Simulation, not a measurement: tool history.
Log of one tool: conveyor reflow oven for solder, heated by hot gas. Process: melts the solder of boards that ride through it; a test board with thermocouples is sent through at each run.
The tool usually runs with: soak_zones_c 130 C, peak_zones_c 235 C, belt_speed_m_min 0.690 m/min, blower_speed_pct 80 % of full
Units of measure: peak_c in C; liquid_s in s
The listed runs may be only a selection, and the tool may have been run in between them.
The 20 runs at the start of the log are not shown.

{"run": 21, "day": 7.854, "soak_zones_c": 130, "peak_zones_c": 234, "belt_speed_m_min": 0.724, "blower_speed_pct": 78, "peak_c": 212.51, "liquid_s": 32.62}
{"run": 22, "day": 8.283, "soak_zones_c": 127, "peak_zones_c": 249, "belt_speed_m_min": 0.724, "blower_speed_pct": 89, "peak_c": 226.57, "liquid_s": 39.24}
{"run": 23, "day": 8.679, "soak_zones_c": 130, "peak_zones_c": 235, "belt_speed_m_min": 0.559, "blower_speed_pct": 80, "peak_c": 222.22, "liquid_s": 50.22}
{"run": 24, "day": 9.117, "soak_zones_c": 118, "peak_zones_c": 232, "belt_speed_m_min": 0.632, "blower_speed_pct": 85, "peak_c": 214.44, "liquid_s": 37.03}
{"run": 25, "day": 9.492, "soak_zones_c": 139, "peak_zones_c": 235, "belt_speed_m_min": 0.586, "blower_speed_pct": 80, "peak_c": 222.04, "liquid_s": 49.96}
{"run": 26, "day": 9.679, "soak_zones_c": 123, "peak_zones_c": 244, "belt_speed_m_min": 0.69, "blower_speed_pct": 89, "peak_c": 223.18, "liquid_s": 39.04}
{"run": 27, "day": 9.904, "soak_zones_c": 132, "peak_zones_c": 235, "belt_speed_m_min": 0.777, "blower_speed_pct": 68, "peak_c": 209.16, "liquid_s": 28.2}
{"run": 28, "day": 10.279, "soak_zones_c": 119, "peak_zones_c": 235, "belt_speed_m_min": 0.73, "blower_speed_pct": 63, "peak_c": 207.54, "liquid_s": 26.67}
{"run": 29, "day": 10.738, "soak_zones_c": 119, "peak_zones_c": 235, "belt_speed_m_min": 0.73, "blower_speed_pct": 63, "peak_c": 207.5, "liquid_s": 26.7}
{"run": 30, "day": 11.062, "soak_zones_c": 133, "peak_zones_c": 235, "belt_speed_m_min": 0.604, "blower_speed_pct": 53, "peak_c": 215.85, "liquid_s": 42.58}
{"run": 31, "day": 11.508, "soak_zones_c": 133, "peak_zones_c": 235, "belt_speed_m_min": 0.604, "blower_speed_pct": 53, "peak_c": 215.92, "liquid_s": 42.57}

3 options for the next run, each taken on its own from the tool as it stands now. Forecast them:
{"run": "A", "day": 11.788, "soak_zones_c": 140, "peak_zones_c": 239, "belt_speed_m_min": 0.604, "blower_speed_pct": 88, "peak_c": "?", "liquid_s": "?"}
{"run": "B", "day": 11.788, "soak_zones_c": 133, "peak_zones_c": 224, "belt_speed_m_min": 0.604, "blower_speed_pct": 53, "peak_c": "?", "liquid_s": "?"}
{"run": "C", "day": 11.788, "soak_zones_c": 125, "peak_zones_c": 225, "belt_speed_m_min": 0.583, "blower_speed_pct": 53, "peak_c": "?", "liquid_s": "?"}

run=A peak_c=225.68 liquid_s=50.53
run=B peak_c=206.55 liquid_s=35.63
run=C peak_c=206.88 liquid_s=35.59
The same runs, with their run-to-run variation unchanged, on a tool lacking any hidden condition would have given:
run=A peak_c=227.36 liquid_s=50.99
run=B peak_c=207.97 liquid_s=36.87
run=C peak_c=208.38 liquid_s=36.90
